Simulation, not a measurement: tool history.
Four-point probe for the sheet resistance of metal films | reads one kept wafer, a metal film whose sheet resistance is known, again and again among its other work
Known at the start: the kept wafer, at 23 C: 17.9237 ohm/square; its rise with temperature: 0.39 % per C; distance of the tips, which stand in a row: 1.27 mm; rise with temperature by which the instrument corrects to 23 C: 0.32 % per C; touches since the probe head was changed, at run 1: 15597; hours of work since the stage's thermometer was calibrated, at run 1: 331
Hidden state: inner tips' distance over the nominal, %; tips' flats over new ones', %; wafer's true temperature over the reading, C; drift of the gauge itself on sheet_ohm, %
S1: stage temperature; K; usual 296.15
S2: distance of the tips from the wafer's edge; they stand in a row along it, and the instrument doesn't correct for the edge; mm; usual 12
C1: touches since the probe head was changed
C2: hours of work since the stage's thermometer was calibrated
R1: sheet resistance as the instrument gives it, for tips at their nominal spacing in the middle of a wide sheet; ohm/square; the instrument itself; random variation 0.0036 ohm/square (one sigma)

run,day,S1,S2,C1,C2,R1
1,0.000,296.15,12,15597,331,17.988236
2,0.546,296.15,25,16078,336,17.907971
3,1.829,296.15,12,17209,349,17.991752
4,2.833,296.15,12,18090,358,17.991163
5,3.379,296.15,12,18573,364,17.988587
6,4.500,296.15,12,19559,375,17.992092
7,5.267,296.15,4,20234,382,18.796233
8,6.050,296.15,4,20923,390,18.797208
9,6.846,295.15,12,21625,398,17.979012
10,7.600,293.15,12,22287,405,17.951000
11,8.671,293.15,12,23231,416,17.947648
12,9.704,307.15,12,24141,426,18.114090
13,11.038,296.15,50,25316,439,17.883735
14,11.600,296.15,32,25811,444,17.896146
15,12.533,296.15,32,26632,454,17.887513
16,13.558,296.15,32,27533,464,17.888458
17,14.625,296.15,32,28474,474,17.894113
18,15.762,296.15,32,29473,485,17.889295
19,16.829,296.15,32,30414,496,17.888794
20,18.142,296.15,32,31568,508,17.886167
21,19.154,296.15,32,32461,518,17.882218
22,20.042,296.15,50,33243,527,17.874375
23,20.600,296.15,57,33735,533,17.875775
24,21.304,306.15,6,34352,539,18.409514
25,22.188,292.15,5,35129,548,18.416341
26,23.379,304.15,8,36181,560,18.206150
27,24.008,296.15,12,36732,566,17.975822
28,24.808,307.15,17,37437,574,18.047464

Forecast run 29:
29,25.796,307.15,17,38307,583,?

{"run 29": {"R1": 18.049434}}
Without the tool's hidden state the same run would have given R1 18.110339 ohm/square.
